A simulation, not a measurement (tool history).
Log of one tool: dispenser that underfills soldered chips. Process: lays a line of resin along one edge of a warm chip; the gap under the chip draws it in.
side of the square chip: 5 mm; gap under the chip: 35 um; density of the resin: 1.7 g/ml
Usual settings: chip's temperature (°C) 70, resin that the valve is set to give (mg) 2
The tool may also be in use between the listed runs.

run   hour  chip's temperature (°C)  resin that the valve is set to give (mg)  time until the resin shows at the far edge (s)  resin that the valve gave (mg)
  1      0                       70                                         2                                            25.3                            1.96
       1.8  -- new syringe of resin
  2    8.3                       70                                         2                                            22.4                            1.91
  3     14                       70                                       2.5                                              23                            2.43
      20.1  -- new syringe of resin
  4   20.8                       70                                      2.35                                            17.6                            2.29
  5   29.9                       70                                      2.35                                            21.4                            2.26
  6   35.8                       70                                      2.35                                            24.6                             2.2
      38.7  -- new syringe of resin
  7   41.6                       70                                         2                                            19.5                            1.91
  8   50.4                       70                                         2                                            24.4                             1.9
      57.3  -- new syringe of resin
  9   57.3                       70                                      1.96                                            18.7                            1.87
 10   64.5                       70                                      1.96                                            22.1                            1.86
 11   70.9                       70                                      1.96                                            25.2                            1.85
      76.3  -- new syringe of resin
 12   77.2                       70                                      1.96                                            18.2                            1.85
 13   82.5                       56                                      1.96                                            32.3                            1.82
 14   91.5                       70                                      1.89                                            25.3                            1.75
      94.9  -- new syringe of resin
 15   96.6                       70                                      1.89                                            19.5                            1.76
 16  103.7                       66                                       2.5                                            23.1                            2.31
 17  108.7                       63                                       2.4                                              29                            2.24
     113.4  -- new syringe of resin
 18  113.4                       56                                      2.41                                            27.5                            2.21
 19  118.3                       83                                       1.9                                            14.7                            1.75
 20  122.9                       83                                       1.9                                            15.3                            1.77
 21  130.5                       83                                       1.9                                            18.1                            1.73
     131.8  -- new syringe of resin
 22  138.6                       83                                       1.9                                            14.3                            1.71
 23  146.5                       70                                      2.43                                            23.6                            2.22
     150.5  -- new syringe of resin
 24    151                       82                                       2.5                                            12.7                            2.26
 25  155.9                       82                                      1.97                                            15.3                            1.78
 26  165.2                       82                                      1.97                                            18.3                            1.76
     169.4  -- new syringe of resin
 27  172.9                       82                                         2                                              14                            1.78
 28  180.3                       58                                      1.83                                            35.9                            1.62
 29  187.4                       80                                      2.15                                            19.5                            1.89

Forecast each of these 4 alternatives for the next run:
     188.3  -- new syringe of resin
  A  192.9                       83                                      2.15                                               ?                               ?
     188.3  -- new syringe of resin
  B  192.9                       77                                      2.15                                               ?                               ?
     188.3  -- new syringe of resin
  C  192.9                       83                                         2                                               ?                               ?
     188.3  -- new syringe of resin
  D  192.9                       80                                       2.1                                               ?                               ?

run  time until the resin shows at the far edge (s)  resin that the valve gave (mg)
  A                                            13.9                             1.9
  B                                            15.6                            1.91
  C                                            14.2                            1.75
  D                                            14.7                            1.82
Without the tool's hidden state the same runs would have given:
run  time until the resin shows at the far edge (s)  resin that the valve gave (mg)
  A                                            12.6                            2.17
  B                                            14.1                            2.17
  C                                            12.7                               2
  D                                            13.2                            2.07
